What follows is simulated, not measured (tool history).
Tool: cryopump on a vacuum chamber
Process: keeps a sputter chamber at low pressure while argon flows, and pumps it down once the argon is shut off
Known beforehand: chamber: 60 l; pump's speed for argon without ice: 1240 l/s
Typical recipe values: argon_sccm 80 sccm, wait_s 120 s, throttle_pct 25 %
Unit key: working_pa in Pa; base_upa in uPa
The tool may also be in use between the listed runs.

Run 1, hour 0: usual settings. Result: working_pa 0.4546 Pa, base_upa 0.94 uPa.
Run 2, hour 27.2: usual settings. Result: working_pa 0.4533 Pa, base_upa 1.01 uPa.
Run 3, hour 40.7: usual settings. Result: working_pa 0.4521 Pa, base_upa 0.99 uPa.
Run 4, hour 59.5: usual settings. Result: working_pa 0.4554 Pa, base_upa 1.03 uPa.
Run 5, hour 78.2: usual settings but throttle_pct 16 %. Result: working_pa 0.6954 Pa, base_upa 1 uPa.
Run 6, hour 94.2: usual settings. Result: working_pa 0.4564 Pa, base_upa 1.01 uPa.
Run 7, hour 112.5: usual settings. Result: working_pa 0.4542 Pa, base_upa 1.04 uPa.
Run 8, hour 137.2: usual settings. Result: working_pa 0.4558 Pa, base_upa 1.02 uPa.
Run 9, hour 158.4: usual settings. Result: working_pa 0.4576 Pa, base_upa 1.1 uPa.
Run 10, hour 174.7: usual settings. Result: working_pa 0.4594 Pa, base_upa 1.16 uPa.
Run 11, hour 194.2: usual settings. Result: working_pa 0.4588 Pa, base_upa 1.1 uPa.
Run 12, hour 207.6: usual settings. Result: working_pa 0.4592 Pa, base_upa 1.16 uPa.
Run 13, hour 228.7: usual settings. Result: working_pa 0.4597 Pa, base_upa 1.17 uPa.
Run 14, hour 252.7: usual settings. Result: working_pa 0.4598 Pa, base_upa 1.13 uPa.
Run 15, hour 277.6: usual settings. Result: working_pa 0.4592 Pa, base_upa 1.2 uPa.
Run 16, hour 290.9: usual settings but argon_sccm 126 sccm, wait_s 297 s, throttle_pct 16 %. Result: working_pa 1.1069 Pa, base_upa 0.94 uPa.
Run 17, hour 310.9: usual settings but argon_sccm 53 sccm, wait_s 132 s, throttle_pct 42 %. Result: working_pa 0.1884 Pa, base_upa 1.18 uPa.
Run 18, hour 339.2: usual settings but argon_sccm 53 sccm, wait_s 206 s, throttle_pct 40 %. Result: working_pa 0.1973 Pa, base_upa 1.03 uPa.
Run 19, hour 364: usual settings but argon_sccm 53 sccm, wait_s 206 s, throttle_pct 40 %. Result: working_pa 0.1997 Pa, base_upa 1.05 uPa.
Run 20, hour 375.9: usual settings but argon_sccm 53 sccm, wait_s 206 s, throttle_pct 40 %. Result: working_pa 0.1994 Pa, base_upa 1.1 uPa.
At hour 382.5: pump warmed up, emptied and cooled again.
Run 21, hour 403.3: usual settings but argon_sccm 40 sccm, wait_s 25 s, throttle_pct 15 %. Result: working_pa 0.3617 Pa, base_upa 2.75 uPa.
Run 22, hour 425: usual settings but argon_sccm 64 sccm, wait_s 27 s, throttle_pct 27 %. Result: working_pa 0.3237 Pa, base_upa 2.68 uPa.
Run 23, hour 446.7: usual settings but wait_s 112 s. Result: working_pa 0.4377 Pa, base_upa 1.2 uPa.
Run 24, hour 469.2: usual settings but argon_sccm 110 sccm, wait_s 278 s, throttle_pct 17 %. Result: working_pa 0.8815 Pa, base_upa 0.9 uPa.
Run 25, hour 489.2: usual settings but argon_sccm 110 sccm, wait_s 278 s, throttle_pct 17 %. Result: working_pa 0.8804 Pa, base_upa 0.93 uPa.
Run 26, hour 508.6: usual settings but wait_s 25 s. Result: working_pa 0.4402 Pa, base_upa 2.9 uPa.
Run 27, hour 532: usual settings but wait_s 25 s. Result: working_pa 0.4432 Pa, base_upa 2.86 uPa.
Run 28, hour 548.1: usual settings but argon_sccm 69 sccm, throttle_pct 17 %. Result: working_pa 0.5563 Pa, base_upa 1.25 uPa.
Run 29, hour 565.7: usual settings but wait_s 29 s, throttle_pct 59 %. Result: working_pa 0.1891 Pa, base_upa 2.64 uPa.

Predict each of these 3 candidate next runs independently; none follows another, all start after run 29:
Run A, hour 579.8: usual settings but argon_sccm 148 sccm, throttle_pct 20 %. Result: working_pa ?, base_upa ?.
Run B, hour 579.8: usual settings but argon_sccm 37 sccm. Result: working_pa ?, base_upa ?.
Run C, hour 579.8: usual settings but argon_sccm 73 sccm, wait_s 33 s, throttle_pct 16 %. Result: working_pa ?, base_upa ?.

run  working_pa  base_upa
  A      1.0143      1.31
  B      0.2034      1.24
  C      0.6269       2.4
With no hidden state in the tool, these same runs would have given:
run  working_pa  base_upa
  A       1.006      0.71
  B      0.2014      0.67
  C      0.6228      1.81
